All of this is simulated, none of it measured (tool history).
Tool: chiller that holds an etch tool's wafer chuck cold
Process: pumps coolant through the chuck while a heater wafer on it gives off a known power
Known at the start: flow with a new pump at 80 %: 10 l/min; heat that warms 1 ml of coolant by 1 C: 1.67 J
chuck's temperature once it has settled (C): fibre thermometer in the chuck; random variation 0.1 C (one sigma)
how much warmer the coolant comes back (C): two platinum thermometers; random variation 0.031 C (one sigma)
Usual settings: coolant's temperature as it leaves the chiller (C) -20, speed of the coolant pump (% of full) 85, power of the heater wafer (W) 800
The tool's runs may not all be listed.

| run | day | coolant's temperature as it leaves the chiller (C) | speed of the coolant pump (% of full) | power of the heater wafer (W) | chuck's temperature once it has settled (C) | how much warmer the coolant comes back (C) |
|---|---|---|---|---|---|---|
| 1 | 0.000 | -20 | 85 | 800 | -12.2 | 2.77 |
| 2 | 2.829 | -20 | 85 | 800 | -12.0 | 2.71 |
| 3 | 5.538 | -18 | 85 | 800 | -10.0 | 2.69 |
| 4 | 7.738 | -19 | 85 | 800 | -11.3 | 2.70 |
| 5 | 10.275 | -19 | 85 | 800 | -11.1 | 2.71 |
| 6 | 12.071 | -19 | 85 | 800 | -11.0 | 2.71 |
| 7 | 15.071 | -20 | 85 | 513 | -14.8 | 1.77 |
| 8 | 17.471 | -20 | 85 | 513 | -14.5 | 1.70 |
| 9 | 20.208 | -20 | 85 | 513 | -14.7 | 1.73 |
| 10 | 22.767 | -20 | 85 | 513 | -14.6 | 1.76 |
| 11 | 25.396 | -20 | 69 | 441 | -14.5 | 1.92 |
| 12 | 28.196 | -28 | 69 | 441 | -22.5 | 1.89 |
| 13 | 31.404 | -17 | 99 | 1051 | -7.8 | 3.00 |
| 14 | 34.575 | -17 | 68 | 406 | -11.6 | 1.76 |
| 15 | 36.096 | -21 | 68 | 408 | -15.9 | 1.76 |
| 16 | 38.296 | -21 | 68 | 408 | -15.7 | 1.79 |
| 17 | 40.238 | -18 | 98 | 800 | -10.8 | 2.33 |
| 18 | 41.817 | -20 | 85 | 657 | -13.2 | 2.30 |
| 19 | 44.125 | -20 | 85 | 657 | -13.1 | 2.22 |

Forecast run 20:
| 20 | 45.617 | -13 | 85 | 452 | ? | ? |

{"run 20": {"chuck's temperature once it has settled (C)": -8.0, "how much warmer the coolant comes back (C)": 1.56}}
Without the tool's hidden state the same run would have given chuck's temperature once it has settled (C) -9.2, how much warmer the coolant comes back (C) 1.52.

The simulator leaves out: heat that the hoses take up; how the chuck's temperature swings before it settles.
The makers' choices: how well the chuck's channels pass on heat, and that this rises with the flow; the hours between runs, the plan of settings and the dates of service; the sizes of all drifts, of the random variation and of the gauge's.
